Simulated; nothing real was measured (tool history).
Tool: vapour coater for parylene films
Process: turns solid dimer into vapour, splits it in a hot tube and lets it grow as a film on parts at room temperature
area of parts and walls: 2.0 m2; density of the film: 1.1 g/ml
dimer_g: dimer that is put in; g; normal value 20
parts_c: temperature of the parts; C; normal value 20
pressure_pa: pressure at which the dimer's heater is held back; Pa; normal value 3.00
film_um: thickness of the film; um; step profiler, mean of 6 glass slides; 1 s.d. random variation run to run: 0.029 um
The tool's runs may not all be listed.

run,hour,dimer_g,parts_c,pressure_pa,film_um
1,0.0,20,20,3.00,6.87
2,11.7,20,20,3.00,6.84
3,27.3,20,20,3.00,6.86
4,39.5,20,20,4.40,6.29
5,64.7,20,20,4.40,6.35
6,90.0,20,20,4.40,6.26
7,105.9,20,20,4.40,6.29
8,126.9,20,20,4.40,6.31
9,152.5,20,20,4.40,6.24
10,181.3,20,20,3.00,6.84
11,197.1,20,20,3.00,6.87
12,216.8,20,20,3.00,6.89
13,240.0,23,28,3.00,5.41
14,267.6,23,28,3.00,5.40
15,289.1,20,14,3.00,8.89
16,312.7,20,17,3.89,7.48
17,328.5,20,22,2.93,6.26
18,344.0,20,22,3.00,6.24
19,357.8,20,22,3.00,6.25
20,383.7,15,20,2.03,5.63
21,400.5,15,20,2.03,5.62

Withheld: 1 entry from between the runs. Position of each, and hidden state at the listed run before versus the listed run after:
Logged between run 12 and run 13: trap's valve overhauled (hour 226.4)
  vapour lost through the trap's worn valve, %: 0.2 -> 0
